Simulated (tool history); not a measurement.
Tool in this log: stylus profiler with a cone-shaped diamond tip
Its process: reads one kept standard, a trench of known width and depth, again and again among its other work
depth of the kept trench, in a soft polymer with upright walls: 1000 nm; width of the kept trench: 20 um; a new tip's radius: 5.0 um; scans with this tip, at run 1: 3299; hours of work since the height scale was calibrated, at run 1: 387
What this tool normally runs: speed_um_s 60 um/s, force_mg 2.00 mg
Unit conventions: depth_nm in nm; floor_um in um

run,hour,speed_um_s,force_mg,scans with this tip,hours of work since the height scale was calibrated,depth_nm,floor_um
1,0.0,60,2.00,3299,387,1009.86,13.39
2,19.2,34,2.00,3427,402,1009.76,13.52
3,30.0,34,2.00,3499,410,1009.42,13.47
4,43.3,34,2.00,3588,421,1009.58,13.51
5,57.1,34,2.00,3680,432,1009.33,13.48
6,69.1,60,2.00,3760,441,1009.15,13.42
7,87.0,60,2.00,3880,455,1009.47,13.36
8,95.7,128,2.33,3938,462,1010.76,13.09
9,109.6,44,5.05,4031,473,1019.37,13.50
10,125.8,44,5.05,4138,485,1019.06,13.50
11,139.1,135,0.68,4227,496,1002.81,12.49
12,152.1,38,1.84,4314,506,1008.56,13.46
13,166.3,45,1.74,4409,517,1007.67,13.35
14,180.2,90,0.88,4501,528,1003.93,12.94

What if the next run were any one of these 3? Each begins from the tool's condition after run 14:
A,194.4,71,2.00,4596,539,?,?
B,194.4,45,1.00,4596,539,?,?
C,194.4,36,0.88,4596,539,?,?

run,depth_nm,floor_um
A,1008.97,13.27
B,1004.29,13.32
C,1003.51,13.33
Stripped of hidden state, with their random variation kept, the same runs would have yielded:
run,depth_nm,floor_um
A,1012.09,13.69
B,1007.39,13.74
C,1006.61,13.75
